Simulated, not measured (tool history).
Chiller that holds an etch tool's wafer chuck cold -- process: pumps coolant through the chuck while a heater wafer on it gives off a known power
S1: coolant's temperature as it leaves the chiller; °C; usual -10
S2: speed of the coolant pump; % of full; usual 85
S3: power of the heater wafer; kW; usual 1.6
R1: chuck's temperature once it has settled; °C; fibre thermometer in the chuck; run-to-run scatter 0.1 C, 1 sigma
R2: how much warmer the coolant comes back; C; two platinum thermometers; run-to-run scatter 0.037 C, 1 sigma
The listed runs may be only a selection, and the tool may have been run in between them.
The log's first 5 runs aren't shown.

{"run": 6, "hour": 604.9, "S1": -10, "S2": 85, "S3": 0.807, "R1": 2.1, "R2": 3.71}
{"run": 7, "hour": 727.7, "S1": -10, "S2": 85, "S3": 1.6, "R1": 14, "R2": 7.41}
{"run": 8, "hour": 894.9, "S1": -10, "S2": 85, "S3": 1.6, "R1": 14.1, "R2": 7.46}
{"run": 9, "hour": 1011.8, "S1": -10, "S2": 85, "S3": 1.6, "R1": 14.3, "R2": 7.42}
{"run": 10, "hour": 1136.5, "S1": -10, "S2": 85, "S3": 1.6, "R1": 14.3, "R2": 7.53}
{"hour": 1148.7, "done": "coolant pump overhauled"}
{"run": 11, "hour": 1215.1, "S1": -10, "S2": 85, "S3": 1.417, "R1": 11.8, "R2": 6.69}
{"run": 12, "hour": 1327.2, "S1": -10, "S2": 82, "S3": 1.6, "R1": 15.1, "R2": 7.89}
{"run": 13, "hour": 1478.6, "S1": -12, "S2": 82, "S3": 1.6, "R1": 13.5, "R2": 7.9}
{"run": 14, "hour": 1608.8, "S1": -10, "S2": 85, "S3": 1.6, "R1": 15, "R2": 7.7}
{"run": 15, "hour": 1724.8, "S1": -10, "S2": 85, "S3": 1.6, "R1": 15.1, "R2": 7.75}
{"hour": 1823.0, "done": "chiller's thermometer calibrated"}
{"hour": 1863.0, "done": "coolant changed, channels flushed"}
{"run": 16, "hour": 1863.0, "S1": -10, "S2": 85, "S3": 1.6, "R1": 11, "R2": 7.76}
{"run": 17, "hour": 1954.0, "S1": -10, "S2": 85, "S3": 1.6, "R1": 11.3, "R2": 7.74}
{"run": 18, "hour": 2036.1, "S1": -14, "S2": 81, "S3": 1.38, "R1": 5, "R2": 6.98}
{"run": 19, "hour": 2128.2, "S1": -17, "S2": 85, "S3": 2.398, "R1": 15.1, "R2": 11.58}
{"hour": 2180.4, "done": "coolant pump overhauled, once more"}
{"run": 20, "hour": 2231.0, "S1": -4, "S2": 88, "S3": 1.6, "R1": 15.7, "R2": 6.84}
{"run": 21, "hour": 2329.3, "S1": -7, "S2": 85, "S3": 1.07, "R1": 6.6, "R2": 4.7}
{"run": 22, "hour": 2437.5, "S1": -9, "S2": 90, "S3": 2.336, "R1": 19.8, "R2": 9.74}
{"run": 23, "hour": 2577.1, "S1": -8, "S2": 90, "S3": 0.812, "R1": 2, "R2": 3.39}
{"run": 24, "hour": 2726.5, "S1": -14, "S2": 78, "S3": 1.118, "R1": 1.2, "R2": 5.51}
{"run": 25, "hour": 2887.4, "S1": -14, "S2": 78, "S3": 1.118, "R1": 1.3, "R2": 5.5}
{"run": 26, "hour": 2994.3, "S1": -14, "S2": 78, "S3": 1.118, "R1": 1.2, "R2": 5.43}
{"run": 27, "hour": 3085.6, "S1": -17, "S2": 78, "S3": 1.599, "R1": 5, "R2": 7.83}
{"run": 28, "hour": 3254.3, "S1": -17, "S2": 77, "S3": 1.6, "R1": 5.3, "R2": 7.95}
{"run": 29, "hour": 3414.0, "S1": -17, "S2": 77, "S3": 1.6, "R1": 5.3, "R2": 8.05}
{"run": 30, "hour": 3525.9, "S1": -10, "S2": 96, "S3": 1.783, "R1": 11.7, "R2": 7.1}

Run 31 is up next; what results do you expect?
{"run": 31, "hour": 3598.4, "S1": -19, "S2": 61, "S3": 1.256, "R1": "?", "R2": "?"}

{"run 31": {"R1": 1.6, "R2": 8.11}}
Were there no unlogged condition in the tool, this run, its random variation unchanged, would have produced R1 0.6 °C, R2 7.85 C.

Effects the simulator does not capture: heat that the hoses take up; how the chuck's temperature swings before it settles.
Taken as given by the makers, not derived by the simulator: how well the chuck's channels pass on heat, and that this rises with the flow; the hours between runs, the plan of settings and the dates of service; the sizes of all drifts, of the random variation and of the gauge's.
